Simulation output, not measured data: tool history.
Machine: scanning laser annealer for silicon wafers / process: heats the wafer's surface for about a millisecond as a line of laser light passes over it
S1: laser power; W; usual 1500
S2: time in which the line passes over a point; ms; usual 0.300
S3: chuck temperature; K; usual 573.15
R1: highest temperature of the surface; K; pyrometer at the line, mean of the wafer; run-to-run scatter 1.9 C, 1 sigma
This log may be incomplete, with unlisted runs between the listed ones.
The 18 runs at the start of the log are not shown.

run 19 day=6.146 | S1=1500 S2=0.300 S3=566.15 | R1=1326.15
-- day=6.538 optics aligned, line set to its width
run 20 day=6.567 | S1=1500 S2=0.359 S3=596.15 | R1=1445.15
run 21 day=6.896 | S1=1506 S2=0.274 S3=537.15 | R1=1286.15
run 22 day=7.117 | S1=1506 S2=0.274 S3=537.15 | R1=1292.15
run 23 day=7.429 | S1=1301 S2=0.227 S3=573.15 | R1=1138.15
run 24 day=7.858 | S1=1301 S2=0.227 S3=573.15 | R1=1139.15
run 25 day=8.179 | S1=1301 S2=0.227 S3=573.15 | R1=1138.15
run 26 day=8.533 | S1=1301 S2=0.210 S3=594.15 | R1=1136.15
run 27 day=8.729 | S1=1381 S2=0.375 S3=573.15 | R1=1346.15
run 28 day=8.979 | S1=1290 S2=0.300 S3=573.15 | R1=1208.15
run 29 day=9.425 | S1=1500 S2=0.239 S3=588.15 | R1=1281.15
run 30 day=9.692 | S1=1300 S2=0.307 S3=613.15 | R1=1263.15
run 31 day=10.075 | S1=1302 S2=0.307 S3=534.15 | R1=1183.15
run 32 day=10.350 | S1=1467 S2=0.346 S3=553.15 | R1=1357.15
run 33 day=10.800 | S1=1628 S2=0.299 S3=562.15 | R1=1420.15
run 34 day=11.067 | S1=1302 S2=0.300 S3=579.15 | R1=1221.15
run 35 day=11.462 | S1=1302 S2=0.300 S3=579.15 | R1=1220.15
run 36 day=11.921 | S1=1575 S2=0.300 S3=536.15 | R1=1357.15
run 37 day=12.208 | S1=1575 S2=0.300 S3=536.15 | R1=1354.15

Alternative continuations, all from the tool just after run 37; predict every row:
run A day=12.538 | S1=1500 S2=0.228 S3=573.15 | R1=?
run B day=12.538 | S1=1500 S2=0.370 S3=573.15 | R1=?
run C day=12.538 | S1=1486 S2=0.229 S3=577.15 | R1=?

run=A R1=1247.15
run=B R1=1422.15
run=C R1=1245.15
With the hidden condition removed and each run's random variation left untouched, the same runs would have given:
run=A R1=1264.15
run=B R1=1443.15
run=C R1=1261.15
